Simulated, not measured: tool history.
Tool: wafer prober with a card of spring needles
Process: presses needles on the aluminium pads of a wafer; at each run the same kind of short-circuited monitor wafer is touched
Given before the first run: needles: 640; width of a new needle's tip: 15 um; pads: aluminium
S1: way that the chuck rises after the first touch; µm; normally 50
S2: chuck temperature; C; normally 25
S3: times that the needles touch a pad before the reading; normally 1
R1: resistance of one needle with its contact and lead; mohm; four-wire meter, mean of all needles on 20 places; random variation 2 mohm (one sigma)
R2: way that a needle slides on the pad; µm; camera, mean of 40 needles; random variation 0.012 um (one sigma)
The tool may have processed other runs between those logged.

Run 1, hour 0.0: usual settings. Result: R1 226 mohm, R2 7.35 µm.
Run 2, hour 8.3: usual settings. Result: R1 225 mohm, R2 7.32 µm.
Run 3, hour 12.7: usual settings. Result: R1 224 mohm, R2 7.31 µm.
Run 4, hour 18.1: usual settings. Result: R1 224 mohm, R2 7.32 µm.
Run 5, hour 25.4: usual settings but S3 3. Result: R1 225 mohm, R2 7.34 µm.
Run 6, hour 35.3: usual settings but S3 3. Result: R1 225 mohm, R2 7.32 µm.
Run 7, hour 41.7: usual settings. Result: R1 222 mohm, R2 7.34 µm.
Run 8, hour 47.3: usual settings. Result: R1 220 mohm, R2 7.34 µm.
Run 9, hour 52.3: usual settings but S1 33 µm. Result: R1 231 mohm, R2 4.84 µm.
Run 10, hour 60.9: usual settings but S1 33 µm. Result: R1 230 mohm, R2 4.81 µm.
Run 11, hour 66.4: usual settings but S1 33 µm. Result: R1 234 mohm, R2 4.82 µm.
Run 12, hour 72.8: usual settings but S1 33 µm, S2 37 C, S3 2. Result: R1 234 mohm, R2 4.84 µm.
Run 13, hour 80.0: usual settings but S1 33 µm, S2 37 C, S3 2. Result: R1 239 mohm, R2 4.85 µm.
Run 14, hour 85.4: usual settings but S1 57 µm, S2 123 C, S3 2. Result: R1 243 mohm, R2 8.34 µm.
Run 15, hour 93.3: usual settings but S1 55 µm, S2 95 C, S3 3. Result: R1 240 mohm, R2 8.05 µm.
Run 16, hour 98.1: usual settings but S2 56 C. Result: R1 230 mohm, R2 7.32 µm.
Run 17, hour 103.8: usual settings but S1 36 µm, S2 56 C, S3 3. Result: R1 240 mohm, R2 5.27 µm.
Run 18, hour 112.3: usual settings but S1 36 µm, S2 56 C, S3 3. Result: R1 235 mohm, R2 5.25 µm.
Run 19, hour 118.8: usual settings but S1 46 µm, S2 95 C, S3 2. Result: R1 245 mohm, R2 6.72 µm.
Run 20, hour 128.0: usual settings but S1 46 µm, S2 95 C, S3 2. Result: R1 244 mohm, R2 6.73 µm.
Run 21, hour 134.8: usual settings but S2 31 C, S3 2. Result: R1 227 mohm, R2 7.32 µm.
Run 22, hour 140.2: usual settings but S1 43 µm, S2 31 C, S3 2. Result: R1 227 mohm, R2 6.30 µm.

Between the runs listed above, the log contained 17 entries, not reproduced here. Where in the sequence does each belong, and how does what the log doesn't record of the tool's condition differ from the listed run before to the listed run after?
Runs 1 to 2: tips cleaned on abrasive film (hour 1.0)
  no hidden state differs between the two runs
Runs 2 to 3: tips cleaned on abrasive film (hour 9.9)
  debris on the tips, nm: 0.2 -> 0.1
Runs 4 to 5: tips cleaned on abrasive film (hour 19.1)
  no hidden state differs between the two runs
Runs 5 to 6: tips cleaned on abrasive film (hour 27.7)
  no hidden state differs between the two runs
Runs 6 to 7: tips cleaned on abrasive film (hour 36.2)
  no hidden state differs between the two runs
Runs 7 to 8: tips cleaned on abrasive film (hour 45.1)
  debris on the tips, nm: 0.2 -> 0.1
Runs 9 to 10: tips cleaned on abrasive film (hour 53.5)
  no hidden state differs between the two runs
Runs 10 to 11: tips cleaned on abrasive film (hour 62.3)
  no hidden state differs between the two runs
Runs 11 to 12: tips cleaned on abrasive film (hour 70.8)
  debris on the tips, nm: 0.2 -> 0.1
Runs 12 to 13: tips cleaned on abrasive film (hour 79.2)
  debris on the tips, nm: 0.1 -> 0
Runs 14 to 15: tips cleaned on abrasive film (hour 87.6)
  no hidden state differs between the two runs
Runs 15 to 16: tips cleaned on abrasive film (hour 96.4)
  debris on the tips, nm: 0.2 -> 0.1
Runs 17 to 18: tips cleaned on abrasive film (hour 105.3)
  no hidden state differs between the two runs
Runs 18 to 19: tips cleaned on abrasive film (hour 113.8)
  no hidden state differs between the two runs
Runs 19 to 20: tips cleaned on abrasive film (hour 122.5)
  no hidden state differs between the two runs
Runs 20 to 21: tips cleaned on abrasive film (hour 131.6)
  debris on the tips, nm: 0.2 -> 0.1; way that the needles fall short of the set height, um: 0 -> 0.01
Runs 21 to 22: tips cleaned on abrasive film (hour 140.2)
  debris on the tips, nm: 0.1 -> 0
